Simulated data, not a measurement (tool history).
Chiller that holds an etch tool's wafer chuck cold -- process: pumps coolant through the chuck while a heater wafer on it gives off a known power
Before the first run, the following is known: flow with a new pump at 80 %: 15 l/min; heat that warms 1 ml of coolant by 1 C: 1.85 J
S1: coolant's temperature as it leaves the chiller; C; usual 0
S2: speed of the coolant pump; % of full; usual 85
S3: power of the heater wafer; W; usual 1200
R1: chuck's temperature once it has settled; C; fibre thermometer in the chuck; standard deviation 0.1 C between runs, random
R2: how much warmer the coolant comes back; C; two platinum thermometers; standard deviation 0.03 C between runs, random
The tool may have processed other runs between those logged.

run 1 hour=0.0 | S1=0 S2=85 S3=1200 | R1=8.8 R2=2.47
run 2 hour=26.6 | S1=0 S2=85 S3=1200 | R1=8.9 R2=2.50
run 3 hour=53.1 | S1=0 S2=85 S3=1200 | R1=9.0 R2=2.42
run 4 hour=111.3 | S1=0 S2=85 S3=1200 | R1=9.0 R2=2.43
run 5 hour=171.7 | S1=1 S2=85 S3=1200 | R1=9.8 R2=2.28
run 6 hour=227.7 | S1=10 S2=85 S3=1200 | R1=18.8 R2=2.24
run 7 hour=288.6 | S1=0 S2=85 S3=1200 | R1=9.0 R2=2.23
run 8 hour=317.2 | S1=0 S2=85 S3=1200 | R1=8.9 R2=2.18
run 9 hour=373.9 | S1=0 S2=65 S3=1200 | R1=11.2 R2=2.97
run 10 hour=417.9 | S1=0 S2=65 S3=1200 | R1=11.3 R2=2.94
run 11 hour=463.9 | S1=0 S2=65 S3=1200 | R1=11.3 R2=2.88
run 12 hour=522.4 | S1=0 S2=65 S3=1200 | R1=11.5 R2=2.84
-- hour=575.3 gauge calibrated
run 13 hour=575.3 | S1=6 S2=85 S3=1200 | R1=15.0 R2=2.43
run 14 hour=610.4 | S1=6 S2=85 S3=1200 | R1=14.9 R2=2.47
run 15 hour=658.8 | S1=6 S2=85 S3=1200 | R1=14.9 R2=2.39
run 16 hour=700.0 | S1=6 S2=85 S3=1200 | R1=14.8 R2=2.29
-- hour=734.9 coolant changed, channels flushed
run 17 hour=769.1 | S1=-10 S2=85 S3=895 | R1=-3.3 R2=1.65
run 18 hour=821.5 | S1=-2 S2=90 S3=1201 | R1=6.6 R2=2.10
run 19 hour=848.4 | S1=-9 S2=86 S3=605 | R1=-4.7 R2=1.05
run 20 hour=887.2 | S1=-9 S2=62 S3=605 | R1=-3.0 R2=1.48
run 21 hour=934.9 | S1=0 S2=86 S3=1692 | R1=12.4 R2=3.12
run 22 hour=979.2 | S1=0 S2=80 S3=814 | R1=6.3 R2=1.52
run 23 hour=1010.5 | S1=0 S2=80 S3=814 | R1=6.5 R2=1.48
run 24 hour=1047.3 | S1=9 S2=85 S3=615 | R1=13.8 R2=0.95
run 25 hour=1079.6 | S1=9 S2=85 S3=615 | R1=13.5 R2=0.86
run 26 hour=1129.3 | S1=8 S2=83 S3=1451 | R1=18.8 R2=2.67
run 27 hour=1186.4 | S1=9 S2=89 S3=764 | R1=14.3 R2=1.06
run 28 hour=1237.5 | S1=9 S2=89 S3=764 | R1=14.5 R2=1.00
run 29 hour=1266.6 | S1=-8 S2=69 S3=1299 | R1=3.7 R2=2.79
run 30 hour=1325.4 | S1=-8 S2=69 S3=1299 | R1=3.6 R2=2.78
run 31 hour=1353.3 | S1=-8 S2=69 S3=1299 | R1=3.6 R2=2.74

Had the tool no unlogged condition, and each run kept its random variation, what would the results have been?
The tool's hidden condition here consists of: heat passed by the chuck's channels, % of clean ones'; flow at a given pump speed, % of a new pump's; coolant's true temperature over the reading, C; drift of the gauge itself on chuck_c, C; drift of the gauge itself on warmer_back_c, C.
run=1 R2=2.47
run=2 R2=2.51
run=3 R2=2.45
run=4 R2=2.51
run=5 R2=2.40
run=6 R2=2.40
run=7 R2=2.43
run=8 R2=2.39
run=9 R2=3.22
run=10 R2=3.22
run=11 R2=3.20
run=12 R2=3.20
run=13 R2=2.43
run=14 R2=2.49
run=15 R2=2.45
run=16 R2=2.37
run=17 R2=1.78
run=18 R2=2.26
run=19 R2=1.23
run=20 R2=1.69
run=21 R2=3.37
run=22 R2=1.80
run=23 R2=1.77
run=24 R2=1.27
run=25 R2=1.20
run=26 R2=3.04
run=27 R2=1.48
run=28 R2=1.46
run=29 R2=3.26
run=30 R2=3.29
run=31 R2=3.27
R1: at most 0.1 C away from the measurement, every run.
